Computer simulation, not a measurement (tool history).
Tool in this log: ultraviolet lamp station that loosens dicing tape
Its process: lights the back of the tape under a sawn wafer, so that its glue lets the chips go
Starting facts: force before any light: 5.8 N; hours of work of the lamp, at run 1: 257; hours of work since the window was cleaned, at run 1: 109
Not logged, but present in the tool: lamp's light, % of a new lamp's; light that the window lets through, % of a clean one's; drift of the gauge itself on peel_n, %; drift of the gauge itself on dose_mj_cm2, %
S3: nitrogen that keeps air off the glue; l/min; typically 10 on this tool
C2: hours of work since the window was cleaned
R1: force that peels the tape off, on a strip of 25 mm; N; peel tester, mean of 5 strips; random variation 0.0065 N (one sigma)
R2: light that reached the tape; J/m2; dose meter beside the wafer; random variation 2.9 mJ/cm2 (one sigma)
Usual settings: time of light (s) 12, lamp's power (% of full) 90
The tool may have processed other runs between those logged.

{"run": 1, "day": 0.0, "time of light (s)": 12, "lamp's power (% of full)": 90, "S3": 10, "hours of work of the lamp": 257, "C2": 109, "R1": 0.232, "R2": 3670}
{"run": 2, "day": 1.875, "time of light (s)": 12, "lamp's power (% of full)": 90, "S3": 10, "hours of work of the lamp": 276, "C2": 128, "R1": 0.242, "R2": 3660}
{"run": 3, "day": 3.846, "time of light (s)": 18, "lamp's power (% of full)": 90, "S3": 10, "hours of work of the lamp": 295, "C2": 147, "R1": 0.177, "R2": 5380}
{"run": 4, "day": 6.333, "time of light (s)": 18, "lamp's power (% of full)": 90, "S3": 10, "hours of work of the lamp": 320, "C2": 172, "R1": 0.185, "R2": 5290}
{"run": 5, "day": 8.775, "time of light (s)": 18, "lamp's power (% of full)": 90, "S3": 10, "hours of work of the lamp": 344, "C2": 196, "R1": 0.182, "R2": 5170}
{"run": 6, "day": 11.338, "time of light (s)": 12, "lamp's power (% of full)": 90, "S3": 4, "hours of work of the lamp": 369, "C2": 221, "R1": 0.447, "R2": 3380}
{"run": 7, "day": 12.388, "time of light (s)": 19, "lamp's power (% of full)": 90, "S3": 5, "hours of work of the lamp": 380, "C2": 231, "R1": 0.204, "R2": 5360}
{"run": 8, "day": 14.25, "time of light (s)": 10, "lamp's power (% of full)": 90, "S3": 14, "hours of work of the lamp": 398, "C2": 250, "R1": 0.297, "R2": 2760}
{"run": 9, "day": 15.458, "time of light (s)": 10, "lamp's power (% of full)": 62, "S3": 5, "hours of work of the lamp": 410, "C2": 262, "R1": 1.059, "R2": 1890}
{"run": 10, "day": 16.612, "time of light (s)": 10, "lamp's power (% of full)": 62, "S3": 5, "hours of work of the lamp": 421, "C2": 273, "R1": 1.083, "R2": 1870}
{"run": 11, "day": 18.95, "time of light (s)": 10, "lamp's power (% of full)": 75, "S3": 9, "hours of work of the lamp": 444, "C2": 296, "R1": 0.54, "R2": 2270}
{"run": 12, "day": 20.454, "time of light (s)": 10, "lamp's power (% of full)": 75, "S3": 9, "hours of work of the lamp": 459, "C2": 311, "R1": 0.551, "R2": 2240}

Below are 5 alternative next runs, each starting from the tool's condition after run 12. Predict each:
{"run": "A", "day": 22.896, "time of light (s)": 7, "lamp's power (% of full)": 90, "S3": 9, "hours of work of the lamp": 483, "C2": 335, "R1": "?", "R2": "?"}
{"run": "B", "day": 22.896, "time of light (s)": 12, "lamp's power (% of full)": 89, "S3": 4, "hours of work of the lamp": 483, "C2": 335, "R1": "?", "R2": "?"}
{"run": "C", "day": 22.896, "time of light (s)": 10, "lamp's power (% of full)": 75, "S3": 13, "hours of work of the lamp": 483, "C2": 335, "R1": "?", "R2": "?"}
{"run": "D", "day": 22.896, "time of light (s)": 7, "lamp's power (% of full)": 94, "S3": 4, "hours of work of the lamp": 483, "C2": 335, "R1": "?", "R2": "?"}
{"run": "E", "day": 22.896, "time of light (s)": 16, "lamp's power (% of full)": 80, "S3": 13, "hours of work of the lamp": 483, "C2": 335, "R1": "?", "R2": "?"}

run=A R1=0.770 R2=1870
run=B R1=0.507 R2=3120
run=C R1=0.477 R2=2200
run=D R1=1.192 R2=1900
run=E R1=0.216 R2=3670
What these runs would have given with no unlogged condition in the tool:
run=A R1=0.439 R2=2530
run=B R1=0.291 R2=4240
run=C R1=0.285 R2=2990
run=D R1=0.722 R2=2590
run=E R1=0.186 R2=5010

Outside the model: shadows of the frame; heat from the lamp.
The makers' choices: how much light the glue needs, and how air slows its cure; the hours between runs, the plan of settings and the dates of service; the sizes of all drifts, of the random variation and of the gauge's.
